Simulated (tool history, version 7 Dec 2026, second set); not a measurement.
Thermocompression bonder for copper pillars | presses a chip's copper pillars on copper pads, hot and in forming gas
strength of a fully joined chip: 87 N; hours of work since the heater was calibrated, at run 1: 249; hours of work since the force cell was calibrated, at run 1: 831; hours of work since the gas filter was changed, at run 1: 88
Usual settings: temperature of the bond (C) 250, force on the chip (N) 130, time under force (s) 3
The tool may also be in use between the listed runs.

| run | hour | temperature of the bond (C) | force on the chip (N) | time under force (s) | hours of work since the heater was calibrated | hours of work since the force cell was calibrated | hours of work since the gas filter was changed | force that shears a chip off (N) |
|---|---|---|---|---|---|---|---|---|
| 1 | 0 | 250 | 130 | 3 | 249 | 831 | 88 | 51.6 |
| 2 | 7.6 | 250 | 130 | 3 | 254 | 836 | 92 | 50.9 |
| 3 | 14.1 | 250 | 130 | 3 | 258 | 840 | 96 | 50.5 |
| 4 | 21.3 | 250 | 130 | 3 | 262 | 844 | 100 | 51.7 |
| 5 | 28.2 | 267 | 130 | 3 | 266 | 848 | 104 | 61.4 |
| 6 | 33.8 | 267 | 130 | 3 | 269 | 851 | 107 | 60.9 |
| 7 | 46 | 267 | 130 | 3 | 276 | 858 | 114 | 61.3 |
| 8 | 57.1 | 250 | 130 | 3 | 283 | 865 | 121 | 50.7 |
| 9 | 68.7 | 250 | 130 | 3 | 289 | 871 | 128 | 50.6 |
| 10 | 82.3 | 250 | 130 | 3 | 297 | 879 | 136 | 50.5 |
|  | 85.3 | heater calibrated with a thermocouple chip |
| 11 | 93.7 | 243 | 111 | 2 | 5 | 885 | 141 | 33.7 |
| 12 | 101.4 | 243 | 111 | 2 | 9 | 889 | 146 | 33.7 |
| 13 | 107.3 | 243 | 111 | 2 | 13 | 893 | 149 | 33.6 |
| 14 | 114.6 | 243 | 111 | 2 | 17 | 897 | 153 | 33.8 |
| 15 | 120.7 | 231 | 160 | 2 | 21 | 900 | 157 | 40.7 |
| 16 | 130.9 | 266 | 120 | 2 | 27 | 906 | 163 | 50.8 |
| 17 | 144.6 | 239 | 94 | 2 | 34 | 914 | 171 | 26.2 |

Forecast each of these 5 alternatives for the next run:
| A | 155.7 | 250 | 104 | 3 | 41 | 921 | 177 | ? |
| B | 155.7 | 236 | 135 | 3 | 41 | 921 | 177 | ? |
| C | 155.7 | 272 | 176 | 8 | 41 | 921 | 177 | ? |
| D | 155.7 | 239 | 130 | 4 | 41 | 921 | 177 | ? |
| E | 155.7 | 224 | 193 | 2 | 41 | 921 | 177 | ? |

| run | force that shears a chip off (N) |
|---|---|
| A | 40.1 |
| B | 43 |
| C | 80 |
| D | 46.7 |
| E | 43.8 |
Without the tool's hidden state the same runs would have given:
| run | force that shears a chip off (N) |
|---|---|
| A | 43.6 |
| B | 46.5 |
| C | 85.3 |
| D | 50.5 |
| E | 47.2 |
